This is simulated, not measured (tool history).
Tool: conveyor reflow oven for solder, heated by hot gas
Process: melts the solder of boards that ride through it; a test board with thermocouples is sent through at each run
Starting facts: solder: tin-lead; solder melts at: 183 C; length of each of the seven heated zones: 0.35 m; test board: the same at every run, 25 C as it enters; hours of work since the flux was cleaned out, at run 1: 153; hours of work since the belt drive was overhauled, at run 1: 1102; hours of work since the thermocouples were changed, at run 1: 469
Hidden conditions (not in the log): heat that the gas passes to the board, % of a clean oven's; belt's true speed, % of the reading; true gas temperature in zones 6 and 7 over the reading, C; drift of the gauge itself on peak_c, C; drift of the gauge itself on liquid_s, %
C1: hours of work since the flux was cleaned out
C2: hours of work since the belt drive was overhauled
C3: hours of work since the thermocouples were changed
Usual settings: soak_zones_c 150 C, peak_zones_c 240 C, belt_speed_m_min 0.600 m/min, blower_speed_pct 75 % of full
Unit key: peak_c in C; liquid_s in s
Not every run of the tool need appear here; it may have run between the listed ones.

run 1 day=0.000 | soak_zones_c=150 peak_zones_c=240 belt_speed_m_min=0.600 blower_speed_pct=75 | C1=153 C2=1102 C3=469 | peak_c=223.9 liquid_s=62.0
run 2 day=4.058 | soak_zones_c=150 peak_zones_c=244 belt_speed_m_min=0.600 blower_speed_pct=75 | C1=220 C2=1170 C3=537 | peak_c=226.5 liquid_s=63.3
run 3 day=8.175 | soak_zones_c=150 peak_zones_c=244 belt_speed_m_min=0.600 blower_speed_pct=75 | C1=288 C2=1238 C3=605 | peak_c=224.4 liquid_s=62.8
run 4 day=11.188 | soak_zones_c=150 peak_zones_c=240 belt_speed_m_min=0.600 blower_speed_pct=86 | C1=338 C2=1288 C3=654 | peak_c=222.7 liquid_s=62.2
run 5 day=13.662 | soak_zones_c=146 peak_zones_c=240 belt_speed_m_min=0.600 blower_speed_pct=86 | C1=379 C2=1329 C3=695 | peak_c=221.4 liquid_s=59.5
run 6 day=17.525 | soak_zones_c=146 peak_zones_c=240 belt_speed_m_min=0.600 blower_speed_pct=86 | C1=443 C2=1392 C3=759 | peak_c=221.0 liquid_s=59.2
run 7 day=20.075 | soak_zones_c=146 peak_zones_c=240 belt_speed_m_min=0.600 blower_speed_pct=86 | C1=485 C2=1435 C3=802 | peak_c=219.8 liquid_s=58.6
-- day=21.329 flux residue cleaned out of gas plates and filters
run 8 day=22.238 | soak_zones_c=146 peak_zones_c=240 belt_speed_m_min=0.600 blower_speed_pct=86 | C1=15 C2=1467 C3=834 | peak_c=225.7 liquid_s=62.1
run 9 day=25.792 | soak_zones_c=150 peak_zones_c=240 belt_speed_m_min=0.600 blower_speed_pct=75 | C1=74 C2=1526 C3=893 | peak_c=223.5 liquid_s=62.5
run 10 day=29.925 | soak_zones_c=150 peak_zones_c=240 belt_speed_m_min=0.600 blower_speed_pct=75 | C1=142 C2=1594 C3=961 | peak_c=222.9 liquid_s=62.4
run 11 day=32.250 | soak_zones_c=150 peak_zones_c=240 belt_speed_m_min=0.600 blower_speed_pct=75 | C1=181 C2=1633 C3=1000 | peak_c=222.3 liquid_s=62.4
-- day=34.304 belt drive overhauled, speed set with a stopwatch
run 12 day=35.008 | soak_zones_c=150 peak_zones_c=240 belt_speed_m_min=0.600 blower_speed_pct=75 | C1=224 C2=12 C3=1042 | peak_c=221.9 liquid_s=62.4
run 13 day=36.900 | soak_zones_c=150 peak_zones_c=240 belt_speed_m_min=0.600 blower_speed_pct=75 | C1=255 C2=43 C3=1074 | peak_c=221.1 liquid_s=62.0
run 14 day=40.358 | soak_zones_c=150 peak_zones_c=240 belt_speed_m_min=0.692 blower_speed_pct=75 | C1=312 C2=100 C3=1131 | peak_c=216.3 liquid_s=50.5
-- day=40.921 belt drive overhauled, speed set with a stopwatch, once more
-- day=42.133 thermocouples of zones 6 and 7 changed
run 15 day=44.221 | soak_zones_c=150 peak_zones_c=240 belt_speed_m_min=0.600 blower_speed_pct=75 | C1=372 C2=53 C3=35 | peak_c=222.0 liquid_s=58.8
run 16 day=48.317 | soak_zones_c=150 peak_zones_c=240 belt_speed_m_min=0.600 blower_speed_pct=75 | C1=440 C2=121 C3=102 | peak_c=220.4 liquid_s=57.8
run 17 day=50.846 | soak_zones_c=151 peak_zones_c=230 belt_speed_m_min=0.604 blower_speed_pct=57 | C1=482 C2=163 C3=144 | peak_c=208.8 liquid_s=48.6
-- day=52.375 flux residue cleaned out of gas plates and filters
run 18 day=54.775 | soak_zones_c=150 peak_zones_c=239 belt_speed_m_min=0.516 blower_speed_pct=75 | C1=40 C2=224 C3=206 | peak_c=227.0 liquid_s=73.6
run 19 day=56.579 | soak_zones_c=150 peak_zones_c=239 belt_speed_m_min=0.516 blower_speed_pct=75 | C1=70 C2=254 C3=236 | peak_c=227.9 liquid_s=73.2
run 20 day=60.217 | soak_zones_c=150 peak_zones_c=239 belt_speed_m_min=0.516 blower_speed_pct=75 | C1=130 C2=314 C3=296 | peak_c=227.2 liquid_s=73.0
run 21 day=63.242 | soak_zones_c=150 peak_zones_c=239 belt_speed_m_min=0.516 blower_speed_pct=75 | C1=180 C2=365 C3=346 | peak_c=226.5 liquid_s=72.6
run 22 day=65.300 | soak_zones_c=148 peak_zones_c=239 belt_speed_m_min=0.516 blower_speed_pct=75 | C1=214 C2=399 C3=380 | peak_c=225.1 liquid_s=71.0
run 23 day=67.158 | soak_zones_c=140 peak_zones_c=242 belt_speed_m_min=0.643 blower_speed_pct=75 | C1=245 C2=429 C3=411 | peak_c=219.5 liquid_s=50.8
run 24 day=70.921 | soak_zones_c=140 peak_zones_c=242 belt_speed_m_min=0.643 blower_speed_pct=53 | C1=307 C2=492 C3=473 | peak_c=214.2 liquid_s=46.3
run 25 day=74.638 | soak_zones_c=150 peak_zones_c=244 belt_speed_m_min=0.650 blower_speed_pct=75 | C1=368 C2=553 C3=534 | peak_c=221.6 liquid_s=54.3
run 26 day=76.954 | soak_zones_c=160 peak_zones_c=231 belt_speed_m_min=0.627 blower_speed_pct=58 | C1=407 C2=591 C3=573 | peak_c=211.3 liquid_s=53.6
run 27 day=81.212 | soak_zones_c=164 peak_zones_c=237 belt_speed_m_min=0.544 blower_speed_pct=54 | C1=477 C2=662 C3=643 | peak_c=219.4 liquid_s=71.4
-- day=82.904 flux residue cleaned out of gas plates and filters
run 28 day=84.379 | soak_zones_c=164 peak_zones_c=237 belt_speed_m_min=0.544 blower_speed_pct=54 | C1=24 C2=711 C3=692 | peak_c=222.4 liquid_s=74.2
run 29 day=88.700 | soak_zones_c=150 peak_zones_c=231 belt_speed_m_min=0.489 blower_speed_pct=62 | C1=96 C2=782 C3=764 | peak_c=218.3 liquid_s=72.7
run 30 day=91.488 | soak_zones_c=150 peak_zones_c=235 belt_speed_m_min=0.511 blower_speed_pct=75 | C1=142 C2=828 C3=810 | peak_c=222.1 liquid_s=71.7
run 31 day=93.717 | soak_zones_c=163 peak_zones_c=235 belt_speed_m_min=0.582 blower_speed_pct=75 | C1=179 C2=865 C3=847 | peak_c=221.5 liquid_s=68.1

3 options for the next run, each taken on its own from the tool as it stands now. Forecast them:
run A day=97.104 | soak_zones_c=163 peak_zones_c=253 belt_speed_m_min=0.582 blower_speed_pct=75 | C1=235 C2=921 C3=903 | peak_c=? liquid_s=?
run B day=97.104 | soak_zones_c=152 peak_zones_c=235 belt_speed_m_min=0.582 blower_speed_pct=85 | C1=235 C2=921 C3=903 | peak_c=? liquid_s=?
run C day=97.104 | soak_zones_c=163 peak_zones_c=232 belt_speed_m_min=0.619 blower_speed_pct=60 | C1=235 C2=921 C3=903 | peak_c=? liquid_s=?

run=A peak_c=235.5 liquid_s=74.6
run=B peak_c=219.2 liquid_s=62.1
run=C peak_c=214.4 liquid_s=59.2
The same runs, with their run-to-run variation unchanged, on a tool lacking any hidden condition would have given:
run=A peak_c=239.8 liquid_s=74.5
run=B peak_c=223.4 liquid_s=63.6
run=C peak_c=218.2 liquid_s=60.8

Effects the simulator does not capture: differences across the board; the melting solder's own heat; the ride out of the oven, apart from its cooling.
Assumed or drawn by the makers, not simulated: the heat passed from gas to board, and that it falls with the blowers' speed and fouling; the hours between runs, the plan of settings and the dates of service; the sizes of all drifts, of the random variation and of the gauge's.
